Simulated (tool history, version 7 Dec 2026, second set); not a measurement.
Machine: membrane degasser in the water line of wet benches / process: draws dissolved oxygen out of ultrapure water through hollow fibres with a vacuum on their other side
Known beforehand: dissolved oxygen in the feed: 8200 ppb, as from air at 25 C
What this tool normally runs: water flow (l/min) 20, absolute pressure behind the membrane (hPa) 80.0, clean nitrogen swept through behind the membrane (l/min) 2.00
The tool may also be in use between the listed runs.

run    hour  water flow (l/min)  absolute pressure behind the membrane (hPa)  clean nitrogen swept through behind the membrane (l/min)  dissolved oxygen in the water behind the degasser (ppb)  pressure that the water loses in the fibres (hPa)
  1     0.0                  20                                         80.0                                                      2.00                                                    241.6                                              381.5
  2    92.8                  20                                         80.0                                                      2.75                                                    212.1                                              379.0
  3   176.2                  20                                         80.0                                                      2.75                                                    210.5                                              379.8
  4   242.6                  20                                         80.0                                                      2.75                                                    215.3                                              383.1
  5   286.3                  15                                         80.0                                                      2.00                                                    133.4                                              283.1
  6   392.5                  15                                         80.0                                                      2.00                                                    136.2                                              285.7
  7   455.6                  20                                         80.0                                                      1.35                                                    292.9                                              380.5
  8   527.6                  20                                         80.0                                                      1.35                                                    290.8                                              381.0
  9   610.5                  20                                         86.1                                                      2.00                                                    259.7                                              381.8
 10   698.3                  20                                         80.0                                                      2.00                                                    248.3                                              381.5
 11   789.9                  20                                        104.5                                                      2.00                                                    303.5                                              380.6
 12   863.7                  20                                         80.0                                                      4.87                                                    183.0                                              382.5
 13   941.8                  20                                         80.0                                                      4.87                                                    178.2                                              379.5
 14  1020.2                  20                                         67.3                                                      2.00                                                    216.1                                              383.6
 15  1108.5                  20                                         80.0                                                      2.00                                                    253.4                                              384.9
 16  1207.4                  20                                         80.0                                                      2.00                                                    250.7                                              384.2
 17  1287.6                  20                                         80.0                                                      2.00                                                    257.7                                              388.6
 18  1382.4                  31                                        111.2                                                      5.81                                                    535.0                                              592.9
 19  1480.2                  31                                        110.5                                                      4.08                                                    574.2                                              600.7
 20  1525.9                  31                                        110.5                                                      4.08                                                    571.5                                              600.7
 21  1631.5                  24                                         64.6                                                      1.07                                                    404.7                                              464.8
 22  1713.1                  24                                         64.6                                                      1.07                                                    401.3                                              465.2
 23  1771.6                  20                                         80.0                                                      4.88                                                    189.3                                              391.3

Estimate the outcome of run 24 from the log above:
 24  1822.6                  20                                         80.0                                                      1.72                                                        ?                                                  ?

{"run 24": {"dissolved oxygen in the water behind the degasser (ppb)": 272.7, "pressure that the water loses in the fibres (hPa)": 390.0}}
On a tool with no hidden condition, and with the same random variation, this run would have come out at dissolved oxygen in the water behind the degasser (ppb) 232.9, pressure that the water loses in the fibres (hPa) 367.8.
